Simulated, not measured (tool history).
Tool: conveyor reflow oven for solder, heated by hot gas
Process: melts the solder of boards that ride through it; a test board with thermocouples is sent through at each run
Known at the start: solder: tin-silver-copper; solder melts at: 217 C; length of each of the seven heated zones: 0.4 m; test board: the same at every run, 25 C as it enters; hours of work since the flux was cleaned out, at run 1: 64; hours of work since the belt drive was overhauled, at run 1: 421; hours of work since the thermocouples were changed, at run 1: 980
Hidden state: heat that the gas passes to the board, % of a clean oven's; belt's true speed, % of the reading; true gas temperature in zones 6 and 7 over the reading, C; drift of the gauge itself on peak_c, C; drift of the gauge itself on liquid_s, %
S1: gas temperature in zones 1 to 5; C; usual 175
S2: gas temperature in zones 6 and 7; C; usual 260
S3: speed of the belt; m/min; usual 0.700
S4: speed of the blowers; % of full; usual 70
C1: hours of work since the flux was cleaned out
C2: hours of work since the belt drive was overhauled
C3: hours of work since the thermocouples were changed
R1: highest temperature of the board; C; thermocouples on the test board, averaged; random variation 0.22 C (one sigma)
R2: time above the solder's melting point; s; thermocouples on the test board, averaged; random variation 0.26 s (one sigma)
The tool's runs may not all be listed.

{"run": 1, "hour": 0.0, "S1": 175, "S2": 260, "S3": 0.7, "S4": 70, "C1": 64, "C2": 421, "C3": 980, "R1": 241.9, "R2": 42.2}
{"hour": 4.7, "done": "thermocouples of zones 6 and 7 changed"}
{"run": 2, "hour": 49.6, "S1": 175, "S2": 260, "S3": 0.7, "S4": 70, "C1": 89, "C2": 447, "C3": 24, "R1": 241.4, "R2": 42.7}
{"run": 3, "hour": 78.4, "S1": 175, "S2": 260, "S3": 0.7, "S4": 70, "C1": 105, "C2": 462, "C3": 40, "R1": 241.6, "R2": 42.4}
{"run": 4, "hour": 111.2, "S1": 175, "S2": 272, "S3": 0.7, "S4": 70, "C1": 122, "C2": 480, "C3": 57, "R1": 251.2, "R2": 50.1}
{"run": 5, "hour": 147.6, "S1": 175, "S2": 256, "S3": 0.7, "S4": 70, "C1": 142, "C2": 499, "C3": 77, "R1": 238.4, "R2": 39.1}
{"run": 6, "hour": 169.1, "S1": 175, "S2": 256, "S3": 0.7, "S4": 70, "C1": 153, "C2": 511, "C3": 88, "R1": 238.4, "R2": 39.2}
{"run": 7, "hour": 211.4, "S1": 175, "S2": 256, "S3": 0.7, "S4": 70, "C1": 176, "C2": 534, "C3": 111, "R1": 237.9, "R2": 39.3}
{"run": 8, "hour": 244.7, "S1": 175, "S2": 256, "S3": 0.7, "S4": 70, "C1": 194, "C2": 552, "C3": 129, "R1": 238.4, "R2": 39.0}
{"run": 9, "hour": 280.6, "S1": 175, "S2": 256, "S3": 0.7, "S4": 70, "C1": 213, "C2": 571, "C3": 148, "R1": 238.5, "R2": 39.3}
{"run": 10, "hour": 325.0, "S1": 181, "S2": 251, "S3": 0.762, "S4": 81, "C1": 237, "C2": 595, "C3": 172, "R1": 236.1, "R2": 36.7}
{"run": 11, "hour": 346.0, "S1": 181, "S2": 259, "S3": 0.762, "S4": 81, "C1": 248, "C2": 606, "C3": 183, "R1": 242.4, "R2": 42.3}
{"hour": 376.6, "done": "flux residue cleaned out of gas plates and filters"}
{"run": 12, "hour": 376.6, "S1": 189, "S2": 260, "S3": 0.781, "S4": 70, "C1": 0, "C2": 620, "C3": 197, "R1": 241.4, "R2": 41.3}
{"run": 13, "hour": 426.2, "S1": 175, "S2": 258, "S3": 0.735, "S4": 70, "C1": 27, "C2": 646, "C3": 224, "R1": 238.6, "R2": 36.9}
{"run": 14, "hour": 460.3, "S1": 175, "S2": 258, "S3": 0.735, "S4": 70, "C1": 45, "C2": 665, "C3": 242, "R1": 238.7, "R2": 36.8}
{"run": 15, "hour": 508.2, "S1": 175, "S2": 258, "S3": 0.735, "S4": 70, "C1": 71, "C2": 690, "C3": 268, "R1": 238.3, "R2": 36.9}
{"run": 16, "hour": 537.5, "S1": 175, "S2": 258, "S3": 0.735, "S4": 70, "C1": 86, "C2": 706, "C3": 283, "R1": 238.1, "R2": 36.7}
{"run": 17, "hour": 572.1, "S1": 175, "S2": 258, "S3": 0.735, "S4": 70, "C1": 105, "C2": 725, "C3": 302, "R1": 238.5, "R2": 36.7}
{"run": 18, "hour": 614.9, "S1": 175, "S2": 260, "S3": 0.7, "S4": 78, "C1": 128, "C2": 748, "C3": 325, "R1": 244.1, "R2": 45.5}

4 ways to go on from here, each from the tool as it stands after run 18. What would each give?
{"hour": 652.0, "done": "belt drive overhauled, speed set with a stopwatch"}
{"run": "A", "hour": 653.4, "S1": 175, "S2": 250, "S3": 0.7, "S4": 78, "C1": 147, "C2": 1, "C3": 344, "R1": "?", "R2": "?"}
{"hour": 652.0, "done": "belt drive overhauled, speed set with a stopwatch"}
{"run": "B", "hour": 653.4, "S1": 178, "S2": 272, "S3": 0.618, "S4": 70, "C1": 147, "C2": 1, "C3": 344, "R1": "?", "R2": "?"}
{"hour": 652.0, "done": "belt drive overhauled, speed set with a stopwatch"}
{"run": "C", "hour": 653.4, "S1": 175, "S2": 255, "S3": 0.7, "S4": 70, "C1": 147, "C2": 1, "C3": 344, "R1": "?", "R2": "?"}
{"hour": 652.0, "done": "belt drive overhauled, speed set with a stopwatch"}
{"run": "D", "hour": 653.4, "S1": 168, "S2": 275, "S3": 0.7, "S4": 51, "C1": 147, "C2": 1, "C3": 344, "R1": "?", "R2": "?"}

run=A R1=236.1 R2=37.3
run=B R1=256.5 R2=62.2
run=C R1=237.4 R2=38.6
run=D R1=243.1 R2=39.0
Without the tool's hidden state the same runs would have given:
run=A R1=236.1 R2=37.4
run=B R1=256.5 R2=62.3
run=C R1=237.4 R2=38.7
run=D R1=243.2 R2=39.1
